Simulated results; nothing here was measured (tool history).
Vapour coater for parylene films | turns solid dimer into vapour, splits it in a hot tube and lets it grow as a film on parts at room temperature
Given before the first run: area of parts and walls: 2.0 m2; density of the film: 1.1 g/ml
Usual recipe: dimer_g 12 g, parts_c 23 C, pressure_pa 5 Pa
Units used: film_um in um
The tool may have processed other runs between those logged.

run	hour	dimer_g	parts_c	pressure_pa	film_um
1	0	12	23	5	3.05
2	41.7	12	25	5	2.89
3	67.7	12	23	5	3.04
4	93.9	12	23	2.37	3.41
# hour 104: table's thermometer calibrated
5	124.8	12	23	5	3.1
6	150.4	12	23	5	3.08
7	176.1	12	23	5	3.11
8	212.7	12	23	5	3.07
9	252.2	12	23	5	3.07
10	273.2	12	23	5	3.12
11	305.3	12	23	5	3.11
# hour 324.7: trap's valve overhauled
12	334.6	12	23	5	3.14
13	356.7	12	23	5	3.11
14	381.3	12	23	2.73	3.38
15	401.6	12	23	2.73	3.39
16	431.2	12	23	5	3.11
17	452.5	12	23	5	3.14
18	484.4	12	23	5	3.12
19	518.8	12	23	5	3.1
20	553.8	10	26	5	2.33
21	580.5	10	26	5	2.36
22	607.9	10	26	5	2.37
23	638.1	17	24	8.52	4.02
24	674.5	15	16	3.31	5.29

Forecast run 25:
25	714.6	15	33	8.88	?

{"run 25": {"film_um": 2.58}}
The same run, on a tool lacking any hidden state, would have yielded film_um 2.52 um.
